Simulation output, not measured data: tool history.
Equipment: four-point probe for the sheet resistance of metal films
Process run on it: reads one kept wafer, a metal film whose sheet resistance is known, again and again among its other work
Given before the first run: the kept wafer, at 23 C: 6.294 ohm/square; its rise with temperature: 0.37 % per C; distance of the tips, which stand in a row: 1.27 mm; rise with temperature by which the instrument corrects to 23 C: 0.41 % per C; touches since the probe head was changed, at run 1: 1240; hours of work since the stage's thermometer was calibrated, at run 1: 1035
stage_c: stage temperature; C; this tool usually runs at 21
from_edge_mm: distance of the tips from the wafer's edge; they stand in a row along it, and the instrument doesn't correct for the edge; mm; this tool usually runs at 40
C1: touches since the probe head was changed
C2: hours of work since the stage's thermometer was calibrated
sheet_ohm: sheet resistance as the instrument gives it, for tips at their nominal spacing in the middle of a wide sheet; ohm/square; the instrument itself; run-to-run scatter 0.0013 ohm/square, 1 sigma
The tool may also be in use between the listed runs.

run 1 day=0.000 | stage_c=21 from_edge_mm=40 | C1=1240 C2=1035 | sheet_ohm=6.307271
run 2 day=2.225 | stage_c=21 from_edge_mm=40 | C1=3990 C2=1076 | sheet_ohm=6.306260
run 3 day=3.854 | stage_c=23 from_edge_mm=40 | C1=5999 C2=1106 | sheet_ohm=6.299731
run 4 day=6.538 | stage_c=21 from_edge_mm=40 | C1=9317 C2=1155 | sheet_ohm=6.299148
run 5 day=9.550 | stage_c=21 from_edge_mm=40 | C1=13038 C2=1210 | sheet_ohm=6.296735
run 6 day=12.579 | stage_c=21 from_edge_mm=40 | C1=16779 C2=1265 | sheet_ohm=6.291986
run 7 day=15.596 | stage_c=21 from_edge_mm=40 | C1=20506 C2=1321 | sheet_ohm=6.292380
run 8 day=17.475 | stage_c=32 from_edge_mm=40 | C1=22828 C2=1355 | sheet_ohm=6.265648
run 9 day=20.212 | stage_c=21 from_edge_mm=4 | C1=26213 C2=1405 | sheet_ohm=6.607017
-- day=20.967 stage's thermometer calibrated
run 10 day=23.108 | stage_c=21 from_edge_mm=4 | C1=29764 C2=39 | sheet_ohm=6.606868
run 11 day=25.579 | stage_c=21 from_edge_mm=11 | C1=32818 C2=84 | sheet_ohm=6.323870
run 12 day=29.079 | stage_c=21 from_edge_mm=11 | C1=37142 C2=148 | sheet_ohm=6.321506
run 13 day=31.538 | stage_c=21 from_edge_mm=26 | C1=40177 C2=193 | sheet_ohm=6.283927
run 14 day=34.512 | stage_c=21 from_edge_mm=26 | C1=43850 C2=248 | sheet_ohm=6.280076
run 15 day=37.946 | stage_c=21 from_edge_mm=11 | C1=48094 C2=311 | sheet_ohm=6.315174
run 16 day=41.029 | stage_c=21 from_edge_mm=40 | C1=51906 C2=367 | sheet_ohm=6.270413
run 17 day=42.988 | stage_c=21 from_edge_mm=40 | C1=54322 C2=403 | sheet_ohm=6.268021
run 18 day=45.783 | stage_c=20 from_edge_mm=4 | C1=57778 C2=454 | sheet_ohm=6.587489
run 19 day=49.025 | stage_c=21 from_edge_mm=12 | C1=61779 C2=513 | sheet_ohm=6.297333
run 20 day=51.212 | stage_c=27 from_edge_mm=7 | C1=64486 C2=554 | sheet_ohm=6.351943
run 21 day=53.429 | stage_c=22 from_edge_mm=3 | C1=67222 C2=594 | sheet_ohm=6.799835
run 22 day=56.271 | stage_c=29 from_edge_mm=3 | C1=70733 C2=646 | sheet_ohm=6.777930
run 23 day=58.771 | stage_c=19 from_edge_mm=21 | C1=73821 C2=692 | sheet_ohm=6.264726
run 24 day=60.604 | stage_c=25 from_edge_mm=7 | C1=76086 C2=725 | sheet_ohm=6.348527
run 25 day=62.317 | stage_c=27 from_edge_mm=40 | C1=78205 C2=757 | sheet_ohm=6.236189
-- day=63.062 new probe head fitted
run 26 day=65.212 | stage_c=28 from_edge_mm=4 | C1=2655 C2=809 | sheet_ohm=6.563156
run 27 day=66.729 | stage_c=18 from_edge_mm=12 | C1=4530 C2=837 | sheet_ohm=6.302043
run 28 day=70.250 | stage_c=21 from_edge_mm=8 | C1=8879 C2=901 | sheet_ohm=6.340916

Consider 3 possible next runs. They are alternatives, not a sequence: every one starts from the tool as it was left by run 28. What does each give?
run A day=73.362 | stage_c=21 from_edge_mm=3 | C1=12728 C2=958 | sheet_ohm=?
run B day=73.362 | stage_c=29 from_edge_mm=4 | C1=12728 C2=958 | sheet_ohm=?
run C day=73.362 | stage_c=20 from_edge_mm=3 | C1=12728 C2=958 | sheet_ohm=?

run=A sheet_ohm=6.801360
run=B sheet_ohm=6.556312
run=C sheet_ohm=6.801861
The same runs, with their run-to-run variation unchanged, on a tool lacking any hidden condition would have given:
run=A sheet_ohm=6.850935
run=B sheet_ohm=6.604171
run=C sheet_ohm=6.851450
